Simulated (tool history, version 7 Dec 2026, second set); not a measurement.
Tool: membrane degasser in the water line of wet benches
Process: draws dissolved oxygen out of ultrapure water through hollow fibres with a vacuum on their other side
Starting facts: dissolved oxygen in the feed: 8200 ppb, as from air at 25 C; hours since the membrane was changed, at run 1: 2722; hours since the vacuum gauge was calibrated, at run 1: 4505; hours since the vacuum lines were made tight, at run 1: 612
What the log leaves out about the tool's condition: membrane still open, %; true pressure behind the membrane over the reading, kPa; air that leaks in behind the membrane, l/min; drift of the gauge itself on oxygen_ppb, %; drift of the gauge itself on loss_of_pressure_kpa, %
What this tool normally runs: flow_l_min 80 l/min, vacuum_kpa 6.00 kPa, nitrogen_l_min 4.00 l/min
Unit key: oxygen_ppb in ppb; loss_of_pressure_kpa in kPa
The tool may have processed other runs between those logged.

run,day,flow_l_min,vacuum_kpa,nitrogen_l_min,hours since the membrane was changed,hours since the vacuum gauge was calibrated,hours since the vacuum lines were made tight,oxygen_ppb,loss_of_pressure_kpa
1,0.000,80,6.00,4.00,2722,4505,612,140.8,50.67
# day 9.246: vacuum gauge calibrated
2,13.838,80,6.00,4.00,3054,110,944,133.3,50.73
3,26.904,80,6.00,4.00,3368,424,1258,133.2,50.99
4,36.229,111,6.00,4.00,3591,648,1481,189.9,70.85
5,49.925,111,6.00,4.00,3920,976,1810,189.2,71.10
6,60.192,111,6.00,4.00,4166,1223,2056,191.4,70.52
7,69.892,111,6.00,4.00,4399,1455,2289,190.4,70.86
8,82.067,111,6.00,4.00,4691,1748,2581,191.1,71.34
9,89.750,70,6.00,4.00,4876,1932,2766,117.8,45.01
10,95.996,70,6.00,4.00,5026,2082,2916,117.5,45.06
11,103.808,70,6.00,4.00,5213,2269,3103,117.8,45.25
12,111.029,70,6.00,4.00,5387,2443,3277,119.3,45.21
13,117.633,70,6.00,4.00,5545,2601,3435,117.5,45.23
14,127.567,70,6.00,2.82,5784,2840,3673,160.4,44.97
15,137.012,70,6.00,2.82,6010,3066,3900,161.1,45.12
16,146.138,80,6.00,4.00,6229,3285,4119,138.8,51.55
17,158.062,80,6.00,4.00,6515,3572,4405,140.3,51.72
18,171.012,51,13.71,8.54,6826,3882,4716,151.9,32.76
19,182.562,69,6.00,3.05,7103,4160,4993,149.9,44.62
20,194.383,55,4.45,1.93,7387,4443,5277,87.6,35.36
21,200.675,54,8.52,2.18,7538,4594,5428,287.8,35.11
# day 206.092: vacuum gauge calibrated
22,211.475,54,8.52,2.18,7797,129,5687,278.8,35.62
23,217.725,54,8.52,2.18,7947,279,5837,282.1,35.04
24,231.308,54,8.52,2.18,8273,605,6163,286.7,35.20
25,245.150,107,3.77,2.46,8605,937,6495,79.6,69.62
26,258.558,80,6.00,3.36,8927,1259,6817,158.1,52.36
27,272.000,94,3.77,1.90,9249,1582,7139,80.5,61.80
28,279.517,119,11.14,7.10,9430,1762,7320,328.9,78.27
29,285.796,80,6.00,4.39,9580,1913,7470,128.8,52.44
30,299.383,80,12.20,10.91,9907,2239,7797,169.3,52.64
31,309.508,80,10.45,10.91,10150,2482,8040,140.6,52.49
32,316.025,85,4.54,2.18,10306,2638,8196,128.7,55.77

Forecast each of these 3 alternatives for the next run:
A,323.842,127,4.54,2.18,10494,2826,8384,?,?
B,323.842,77,14.83,6.67,10494,2826,8384,?,?
C,323.842,58,13.34,2.01,10494,2826,8384,?,?

run,oxygen_ppb,loss_of_pressure_kpa
A,199.6,83.57
B,318.4,50.43
C,594.6,38.41
With no hidden state in the tool, these same runs would have given:
run,oxygen_ppb,loss_of_pressure_kpa
A,176.1,79.90
B,310.9,48.22
C,584.3,36.72
